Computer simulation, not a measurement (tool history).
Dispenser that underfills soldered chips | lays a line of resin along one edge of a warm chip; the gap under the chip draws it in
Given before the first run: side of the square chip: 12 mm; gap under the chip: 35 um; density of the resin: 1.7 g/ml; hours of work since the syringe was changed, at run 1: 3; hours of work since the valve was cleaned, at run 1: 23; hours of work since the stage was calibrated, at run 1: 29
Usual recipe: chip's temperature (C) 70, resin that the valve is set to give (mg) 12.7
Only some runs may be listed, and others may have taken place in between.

run   hour  chip's temperature (C)  resin that the valve is set to give (mg)  hours of work since the syringe was changed  hours of work since the valve was cleaned  hours of work since the stage was calibrated  time until the resin shows at the far edge (s)  resin that the valve gave (mg)
  1    0.0                      70                                      12.7                                            3                                         23                                            29                                           315.0                           12.56
  2    4.0                      70                                      10.9                                            6                                         26                                            32                                           392.5                           10.74
  3    8.8                      70                                      10.9                                           10                                         29                                            36                                           478.5                           10.76
      11.3  -- new syringe of resin
  4   16.2                      70                                      12.7                                            4                                         35                                            42                                           328.1                           12.48
  5   25.1                      70                                      16.0                                           11                                         42                                            48                                           461.0                           15.66
      26.6  -- new syringe of resin
  6   34.5                      63                                      12.7                                            6                                         49                                            55                                           519.2                           12.42
      41.7  -- new syringe of resin
  7   41.7                      63                                      12.7                                            0                                         54                                            61                                           372.7                           12.37
      48.6  -- dispensing valve cleaned and set on the balance
  8   50.5                      63                                      12.7                                            6                                          1                                            67                                           522.9                           12.65
  9   54.8                      63                                      12.7                                            9                                          5                                            70                                           628.5                           12.63
      58.2  -- new syringe of resin
 10   60.9                      70                                      12.7                                            2                                          9                                            75                                           299.3                           12.60
 11   66.0                      70                                      12.7                                            6                                         13                                            79                                           371.7                           12.55
 12   71.4                      70                                      12.7                                           10                                         17                                            83                                           458.0                           12.55
      73.4  -- new syringe of resin
 13   76.1                      70                                      12.7                                            2                                         21                                            86                                           307.8                           12.55
 14   83.5                      57                                      11.1                                            8                                         27                                            92                                           805.3                           10.98
      88.9  -- new syringe of resin
 15   92.0                      62                                      14.7                                            2                                         33                                            98                                           448.8                           14.49
 16   98.7                      70                                      13.6                                            8                                         38                                           103                                           403.8                           13.29
     103.8  -- new syringe of resin
 17  104.5                      70                                      11.2                                            1                                         42                                           108                                           298.2                           10.93
 18  113.7                      70                                      11.2                                            8                                         49                                           115                                           421.8                           10.91
 19  118.0                      59                                      13.7                                           11                                         53                                           118                                           832.7                           13.31
     118.9  -- new syringe of resin
 20  122.1                      78                                      12.9                                            3                                         56                                           121                                           217.9                           12.58
     127.0  -- dispensing valve cleaned and set on the balance
 21  131.7                      78                                      12.9                                            9                                          4                                           128                                           305.7                           12.91
     135.0  -- new syringe of resin
 22  139.9                      56                                      13.1                                            4                                         10                                           134                                           669.2                           13.05
 23  145.0                      58                                      12.2                                            8                                         14                                           138                                           753.1                           12.16

Run 24 is up next; what results do you expect?
     150.0  -- new syringe of resin
 24  154.1                      58                                      12.2                                            3                                         20                                           145                                               ?                               ?

{"run 24": {"time until the resin shows at the far edge (s)": 600.6, "resin that the valve gave (mg)": 12.11}}
Were there no unlogged condition in the tool, this run, its random variation unchanged, would have produced time until the resin shows at the far edge (s) 468.8, resin that the valve gave (mg) 12.19.
